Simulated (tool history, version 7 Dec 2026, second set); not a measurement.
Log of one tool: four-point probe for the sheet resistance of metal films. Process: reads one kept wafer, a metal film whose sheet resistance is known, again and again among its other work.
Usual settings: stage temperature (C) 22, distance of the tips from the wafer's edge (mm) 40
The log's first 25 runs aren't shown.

| run | day | stage temperature (C) | distance of the tips from the wafer's edge (mm) | touches since the probe head was changed | hours of work since the stage's thermometer was calibrated | sheet resistance as the instrument gives it (ohm/square) |
|---|---|---|---|---|---|---|
| 26 | 21.750 | 28 | 68 | 28920 | 1390 | 1.525488 |
| 27 | 22.288 | 19 | 7 | 29255 | 1397 | 1.549042 |
| 28 | 23.375 | 19 | 7 | 29935 | 1411 | 1.548262 |
| 29 | 24.346 | 19 | 7 | 30542 | 1423 | 1.548991 |
| 30 | 25.371 | 19 | 7 | 31184 | 1435 | 1.548654 |
| 31 | 25.992 | 19 | 7 | 31572 | 1443 | 1.548456 |
| 32 | 26.700 | 19 | 7 | 32014 | 1452 | 1.548512 |
| 33 | 27.838 | 26 | 11 | 32725 | 1466 | 1.535538 |
| 34 | 28.900 | 25 | 19 | 33389 | 1479 | 1.527557 |
| 35 | 29.512 | 22 | 4 | 33774 | 1487 | 1.601001 |
| 36 | 30.558 | 22 | 15 | 34426 | 1500 | 1.528132 |
| 37 | 31.308 | 19 | 10 | 34895 | 1509 | 1.534363 |
| 38 | 31.829 | 19 | 10 | 35223 | 1516 | 1.534368 |
| 39 | 32.362 | 22 | 23 | 35556 | 1523 | 1.524824 |
| 40 | 33.467 | 26 | 11 | 36247 | 1536 | 1.535147 |
| 41 | 34.429 | 26 | 11 | 36848 | 1548 | 1.534719 |
| 42 | 35.458 | 26 | 11 | 37490 | 1561 | 1.534382 |
| 43 | 36.467 | 30 | 20 | 38122 | 1574 | 1.527431 |
| 44 | 37.412 | 30 | 20 | 38713 | 1585 | 1.527157 |

Forecast each of these 3 alternatives for the next run:
| A | 38.483 | 22 | 40 | 39382 | 1599 | ? |
| B | 38.483 | 27 | 10 | 39382 | 1599 | ? |
| C | 38.483 | 25 | 31 | 39382 | 1599 | ? |

| run | sheet resistance as the instrument gives it (ohm/square) |
|---|---|
| A | 1.523090 |
| B | 1.536900 |
| C | 1.524229 |
Without the tool's hidden state the same runs would have given:
| run | sheet resistance as the instrument gives it (ohm/square) |
|---|---|
| A | 1.525551 |
| B | 1.539410 |
| C | 1.526710 |

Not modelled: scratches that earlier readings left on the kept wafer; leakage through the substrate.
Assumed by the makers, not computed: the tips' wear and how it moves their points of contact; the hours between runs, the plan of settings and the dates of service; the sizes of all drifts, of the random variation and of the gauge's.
